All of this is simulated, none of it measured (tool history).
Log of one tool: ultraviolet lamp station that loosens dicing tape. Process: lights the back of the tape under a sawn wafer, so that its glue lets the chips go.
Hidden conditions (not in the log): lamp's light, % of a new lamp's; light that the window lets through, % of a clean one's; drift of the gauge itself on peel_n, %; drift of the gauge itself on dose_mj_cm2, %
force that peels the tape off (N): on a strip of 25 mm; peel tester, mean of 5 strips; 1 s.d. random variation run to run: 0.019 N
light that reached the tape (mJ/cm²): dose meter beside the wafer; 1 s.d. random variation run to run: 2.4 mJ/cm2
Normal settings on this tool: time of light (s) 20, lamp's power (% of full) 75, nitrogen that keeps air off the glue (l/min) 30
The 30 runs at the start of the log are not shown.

run,hour,time of light (s),lamp's power (% of full),nitrogen that keeps air off the glue (l/min),hours of work of the lamp,hours of work since the window was cleaned,force that peels the tape off (N),light that reached the tape (mJ/cm²)
31,810.6,26,96,37,862,144,0.331,455
32,826.7,16,80,30,869,150,1.267,227
33,858.7,20,77,19,882,164,1.163,274
34,886.9,14,85,49,894,176,1.152,217
35,902.2,14,85,49,901,182,1.074,219
36,934.5,11,80,9,914,196,3.713,156
37,953.8,14,80,49,923,204,1.250,198
38,989.6,13,60,30,938,219,2.773,138
39,1013.7,19,75,30,948,229,1.045,261
40,1035.5,14,63,30,957,239,2.324,157
41,1067.6,14,87,54,971,252,1.021,222
# hour 1071.2: lamp changed
42,1097.2,21,87,42,11,264,0.518,330
43,1115.7,31,73,55,19,272,0.311,405

Consider 4 possible next runs. They are alternatives, not a sequence: every one starts from the tool as it was left by run 43. What does each give?
A,1132.5,15,93,24,26,279,?,?
B,1132.5,11,65,42,26,279,?,?
C,1132.5,12,71,30,26,279,?,?
D,1132.5,20,75,10,26,279,?,?

run,force that peels the tape off (N),light that reached the tape (mJ/cm²)
A,1.155,254
B,2.695,130
C,2.432,153
D,1.854,271
The same runs, with their run-to-run variation unchanged, on a tool lacking any hidden condition would have given:
run,force that peels the tape off (N),light that reached the tape (mJ/cm²)
A,1.154,254
B,2.694,130
C,2.431,153
D,1.853,271
